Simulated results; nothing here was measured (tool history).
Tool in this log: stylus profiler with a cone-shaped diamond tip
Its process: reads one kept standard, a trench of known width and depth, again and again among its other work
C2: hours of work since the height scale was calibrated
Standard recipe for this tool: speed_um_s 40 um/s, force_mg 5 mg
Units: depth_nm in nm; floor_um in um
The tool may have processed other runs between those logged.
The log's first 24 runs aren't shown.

{"run": 25, "hour": 971.8, "speed_um_s": 75, "force_mg": 2.72, "scans with this tip": 5071, "C2": 344, "depth_nm": 507.09, "floor_um": 15.85}
{"run": 26, "hour": 1007.7, "speed_um_s": 94, "force_mg": 6.95, "scans with this tip": 5396, "C2": 366, "depth_nm": 513.86, "floor_um": 15.83}
{"run": 27, "hour": 1062.7, "speed_um_s": 79, "force_mg": 14.49, "scans with this tip": 5893, "C2": 399, "depth_nm": 523.19, "floor_um": 15.78}
{"run": 28, "hour": 1097.3, "speed_um_s": 38, "force_mg": 3.05, "scans with this tip": 6206, "C2": 421, "depth_nm": 507.85, "floor_um": 15.74}
{"run": 29, "hour": 1134.0, "speed_um_s": 124, "force_mg": 1.89, "scans with this tip": 6538, "C2": 443, "depth_nm": 505.24, "floor_um": 15.45}
{"run": 30, "hour": 1186.8, "speed_um_s": 72, "force_mg": 6.32, "scans with this tip": 7015, "C2": 475, "depth_nm": 512.79, "floor_um": 15.59}
{"run": 31, "hour": 1223.7, "speed_um_s": 72, "force_mg": 6.32, "scans with this tip": 7349, "C2": 498, "depth_nm": 512.94, "floor_um": 15.56}
{"run": 32, "hour": 1274.1, "speed_um_s": 72, "force_mg": 6.32, "scans with this tip": 7805, "C2": 529, "depth_nm": 512.85, "floor_um": 15.44}
{"run": 33, "hour": 1323.7, "speed_um_s": 60, "force_mg": 4.47, "scans with this tip": 8253, "C2": 559, "depth_nm": 509.98, "floor_um": 15.49}
{"hour": 1328.1, "done": "height scale calibrated on a step standard"}
{"run": 34, "hour": 1369.8, "speed_um_s": 47, "force_mg": 3.37, "scans with this tip": 8666, "C2": 26, "depth_nm": 507.71, "floor_um": 15.4}
{"run": 35, "hour": 1420.6, "speed_um_s": 21, "force_mg": 7.24, "scans with this tip": 9125, "C2": 57, "depth_nm": 513.29, "floor_um": 15.42}
{"run": 36, "hour": 1467.3, "speed_um_s": 21, "force_mg": 7.24, "scans with this tip": 9548, "C2": 85, "depth_nm": 513.61, "floor_um": 15.37}
{"run": 37, "hour": 1515.4, "speed_um_s": 21, "force_mg": 7.02, "scans with this tip": 9982, "C2": 115, "depth_nm": 513.19, "floor_um": 15.32}
{"hour": 1546.0, "done": "height scale calibrated on a step standard, once more"}
{"run": 38, "hour": 1546.0, "speed_um_s": 21, "force_mg": 7.02, "scans with this tip": 10254, "C2": 0, "depth_nm": 514.79, "floor_um": 15.24}
{"run": 39, "hour": 1571.0, "speed_um_s": 95, "force_mg": 5, "scans with this tip": 10480, "C2": 15, "depth_nm": 511.91, "floor_um": 15.07}
{"hour": 1594.9, "done": "new tip fitted, height scale calibrated"}
{"run": 40, "hour": 1627.5, "speed_um_s": 40, "force_mg": 7.79, "scans with this tip": 296, "C2": 20, "depth_nm": 515.74, "floor_um": 16.84}
{"run": 41, "hour": 1667.8, "speed_um_s": 40, "force_mg": 7.79, "scans with this tip": 659, "C2": 45, "depth_nm": 515.96, "floor_um": 16.79}
{"run": 42, "hour": 1707.3, "speed_um_s": 40, "force_mg": 7.79, "scans with this tip": 1017, "C2": 69, "depth_nm": 515.64, "floor_um": 16.66}
{"run": 43, "hour": 1760.7, "speed_um_s": 119, "force_mg": 2.33, "scans with this tip": 1500, "C2": 102, "depth_nm": 506.81, "floor_um": 16.25}
{"run": 44, "hour": 1806.4, "speed_um_s": 119, "force_mg": 2.33, "scans with this tip": 1913, "C2": 130, "depth_nm": 507.3, "floor_um": 16.17}
{"run": 45, "hour": 1837.3, "speed_um_s": 143, "force_mg": 1.73, "scans with this tip": 2193, "C2": 149, "depth_nm": 505.74, "floor_um": 15.94}
{"run": 46, "hour": 1884.5, "speed_um_s": 21, "force_mg": 5, "scans with this tip": 2619, "C2": 178, "depth_nm": 511.38, "floor_um": 16.44}
{"run": 47, "hour": 1918.0, "speed_um_s": 147, "force_mg": 3.62, "scans with this tip": 2922, "C2": 198, "depth_nm": 509.27, "floor_um": 16.05}

Forecast each of these 3 alternatives for the next run:
{"run": "A", "hour": 1969.6, "speed_um_s": 147, "force_mg": 4.52, "scans with this tip": 3389, "C2": 230, "depth_nm": "?", "floor_um": "?"}
{"run": "B", "hour": 1969.6, "speed_um_s": 17, "force_mg": 3.2, "scans with this tip": 3389, "C2": 230, "depth_nm": "?", "floor_um": "?"}
{"run": "C", "hour": 1969.6, "speed_um_s": 147, "force_mg": 2.75, "scans with this tip": 3389, "C2": 230, "depth_nm": "?", "floor_um": "?"}

run=A depth_nm=510.67 floor_um=15.99
run=B depth_nm=508.57 floor_um=16.25
run=C depth_nm=507.67 floor_um=15.87
Without the tool's unlogged condition, the same runs would have read:
run=A depth_nm=510.9 floor_um=16.67
run=B depth_nm=508.8 floor_um=16.93
run=C depth_nm=507.9 floor_um=16.55
